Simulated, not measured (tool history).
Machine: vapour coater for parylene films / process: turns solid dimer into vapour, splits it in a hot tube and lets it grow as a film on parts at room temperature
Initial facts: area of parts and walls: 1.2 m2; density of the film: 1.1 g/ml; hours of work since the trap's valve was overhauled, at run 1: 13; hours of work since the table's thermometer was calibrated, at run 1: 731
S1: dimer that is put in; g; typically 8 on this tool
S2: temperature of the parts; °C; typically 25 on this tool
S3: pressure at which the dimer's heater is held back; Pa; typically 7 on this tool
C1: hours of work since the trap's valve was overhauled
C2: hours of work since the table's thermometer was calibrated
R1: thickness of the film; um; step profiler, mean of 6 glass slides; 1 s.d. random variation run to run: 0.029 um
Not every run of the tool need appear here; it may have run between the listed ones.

run   hour  S1  S2     S3   C1   C2    R1
  1      0   8  25      7   13  731  4.27
  2   13.1   8  25      7   23  741  4.18
  3     38   8  25      7   41  759  4.24
  4   51.4   8  25      7   51  769  4.25
  5   73.5   8  25      7   67  785  4.24
  6   93.1   8  25      7   82  800  4.26
  7  104.5   8  25      7   90  808  4.26
  8  118.8   8  25      7  101  819  4.22
  9  135.3   5  27  10.83  113  831  2.34
 10  150.3   8  17      7  124  842  5.03
 11  174.4   5  34   5.65  141  859  2.29

For run 12, what comes out?
 12  199.5   8  33  9.23  160  878   ?

{"run 12": {"R1": 3.41}}
With no hidden state in the tool, this same run would have given R1 3.41 um.

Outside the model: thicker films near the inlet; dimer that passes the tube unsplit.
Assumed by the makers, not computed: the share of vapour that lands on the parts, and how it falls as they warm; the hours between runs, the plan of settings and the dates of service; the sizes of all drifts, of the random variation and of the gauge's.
